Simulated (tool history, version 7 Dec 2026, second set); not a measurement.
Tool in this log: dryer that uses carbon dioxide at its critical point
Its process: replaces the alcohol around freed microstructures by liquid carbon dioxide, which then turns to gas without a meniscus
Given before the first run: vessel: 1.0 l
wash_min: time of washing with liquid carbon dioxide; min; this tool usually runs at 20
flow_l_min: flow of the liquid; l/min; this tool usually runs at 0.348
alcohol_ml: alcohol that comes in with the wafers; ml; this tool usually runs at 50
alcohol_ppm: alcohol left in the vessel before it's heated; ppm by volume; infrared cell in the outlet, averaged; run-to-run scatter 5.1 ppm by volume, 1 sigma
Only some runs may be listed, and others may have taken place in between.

run  hour  wash_min  flow_l_min  alcohol_ml  alcohol_ppm
  1   0.0        20       0.348          50          115
  2   9.5        20       0.348          50          127
  3  19.9        20       0.348          50          135
  4  27.9        20       0.348          50          128
  5  34.9        20       0.348          50          128
  6  43.2        20       0.348          80          197
  7  54.6        20       0.348          80          206
  8  63.1        28       0.516          75           15
  9  71.5        28       0.516          75           17
 10  79.8        28       0.516          75           29
 11  85.0        28       0.295          41           61
 12  95.0        28       0.257          41          105

Here are 5 independent what-if runs from the current tool condition. What would each one return?
  A  102.8        28       0.299          48            ?
  B  102.8        25       0.348          28            ?
  C  102.8        19       0.237          34            ?
  D  102.8        20       0.348          26            ?
  E  102.8        13       0.257          28            ?

run  alcohol_ppm
  A           65
  B           33
  C          778
  D           93
  E         1684
With the hidden condition removed and each run's random variation left untouched, the same runs would have given:
run  alcohol_ppm
  A           27
  B            7
  C          507
  D           44
  E         1231

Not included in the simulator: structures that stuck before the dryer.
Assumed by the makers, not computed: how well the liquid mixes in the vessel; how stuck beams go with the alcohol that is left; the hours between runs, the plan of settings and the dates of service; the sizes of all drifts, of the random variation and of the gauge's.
